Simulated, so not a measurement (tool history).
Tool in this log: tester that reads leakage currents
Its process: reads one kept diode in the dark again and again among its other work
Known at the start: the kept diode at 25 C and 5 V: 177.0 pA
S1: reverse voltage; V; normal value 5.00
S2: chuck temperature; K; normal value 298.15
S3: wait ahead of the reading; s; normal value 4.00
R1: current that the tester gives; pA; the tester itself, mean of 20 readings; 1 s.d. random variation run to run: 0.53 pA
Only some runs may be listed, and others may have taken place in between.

run 1 hour=0.0 | S1=5.00 S2=298.15 S3=4.00 | R1=176.57
run 2 hour=44.2 | S1=5.00 S2=298.15 S3=4.00 | R1=178.04
run 3 hour=80.0 | S1=5.00 S2=298.15 S3=4.00 | R1=177.95
run 4 hour=121.3 | S1=5.00 S2=302.15 S3=4.00 | R1=238.22
run 5 hour=152.9 | S1=2.00 S2=298.15 S3=4.00 | R1=119.12
run 6 hour=199.7 | S1=2.00 S2=298.15 S3=4.00 | R1=119.56
run 7 hour=232.4 | S1=2.00 S2=298.15 S3=4.00 | R1=119.05
run 8 hour=261.4 | S1=2.00 S2=304.15 S3=4.00 | R1=187.59
run 9 hour=311.3 | S1=2.00 S2=304.15 S3=4.00 | R1=187.08
run 10 hour=341.2 | S1=2.00 S2=304.15 S3=4.00 | R1=187.34
run 11 hour=386.4 | S1=2.00 S2=304.15 S3=4.00 | R1=188.17
run 12 hour=418.9 | S1=2.00 S2=304.15 S3=4.00 | R1=187.22
-- hour=468.2 probe card cleaned and baked
run 13 hour=468.2 | S1=2.00 S2=304.15 S3=4.00 | R1=184.54
-- hour=499.4 chuck's temperature calibrated
run 14 hour=501.0 | S1=2.00 S2=304.15 S3=4.00 | R1=193.47
run 15 hour=550.4 | S1=5.00 S2=298.15 S3=1.67 | R1=178.47
run 16 hour=577.2 | S1=18.07 S2=298.15 S3=4.00 | R1=303.99
run 17 hour=614.2 | S1=6.11 S2=298.15 S3=4.00 | R1=192.82
run 18 hour=654.2 | S1=5.00 S2=298.15 S3=4.00 | R1=178.02
run 19 hour=685.1 | S1=5.00 S2=294.15 S3=4.00 | R1=129.95
run 20 hour=723.2 | S1=5.00 S2=294.15 S3=4.00 | R1=129.27
run 21 hour=756.3 | S1=5.00 S2=294.15 S3=4.00 | R1=130.07
run 22 hour=803.1 | S1=5.00 S2=294.15 S3=4.00 | R1=129.81
run 23 hour=845.5 | S1=5.00 S2=321.15 S3=0.68 | R1=942.74
run 24 hour=885.5 | S1=2.58 S2=298.15 S3=4.00 | R1=134.60
run 25 hour=932.1 | S1=18.63 S2=307.15 S3=1.04 | R1=609.65
run 26 hour=968.4 | S1=2.97 S2=298.15 S3=6.93 | R1=143.11
run 27 hour=1007.7 | S1=2.97 S2=298.15 S3=6.93 | R1=143.67
run 28 hour=1053.6 | S1=2.97 S2=298.15 S3=6.93 | R1=143.13
run 29 hour=1079.2 | S1=2.97 S2=298.15 S3=6.93 | R1=143.29
run 30 hour=1111.0 | S1=1.58 S2=321.15 S3=0.48 | R1=583.20
run 31 hour=1148.4 | S1=5.00 S2=298.15 S3=2.41 | R1=178.72
run 32 hour=1179.2 | S1=5.00 S2=296.15 S3=0.41 | R1=153.61
run 33 hour=1220.2 | S1=8.64 S2=298.15 S3=1.32 | R1=224.32
run 34 hour=1247.8 | S1=8.64 S2=298.15 S3=1.32 | R1=226.03
run 35 hour=1279.7 | S1=8.64 S2=304.15 S3=1.74 | R1=353.35
run 36 hour=1318.0 | S1=12.27 S2=293.15 S3=3.85 | R1=177.71
run 37 hour=1352.0 | S1=12.27 S2=293.15 S3=3.85 | R1=179.53
run 38 hour=1395.2 | S1=1.39 S2=317.15 S3=4.25 | R1=423.79
run 39 hour=1427.1 | S1=1.39 S2=317.15 S3=4.25 | R1=420.79
run 40 hour=1469.9 | S1=3.73 S2=322.15 S3=4.11 | R1=889.98

Alternative continuations, all from the tool just after run 40; predict every row:
run A hour=1502.5 | S1=2.57 S2=320.15 S3=0.73 | R1=?
run B hour=1502.5 | S1=1.16 S2=322.15 S3=4.11 | R1=?
run C hour=1502.5 | S1=1.42 S2=303.15 S3=4.11 | R1=?

run=A R1=663.36
run=B R1=550.16
run=C R1=153.81
What these runs would have given with no unlogged condition in the tool:
run=A R1=668.84
run=B R1=555.36
run=C R1=154.82

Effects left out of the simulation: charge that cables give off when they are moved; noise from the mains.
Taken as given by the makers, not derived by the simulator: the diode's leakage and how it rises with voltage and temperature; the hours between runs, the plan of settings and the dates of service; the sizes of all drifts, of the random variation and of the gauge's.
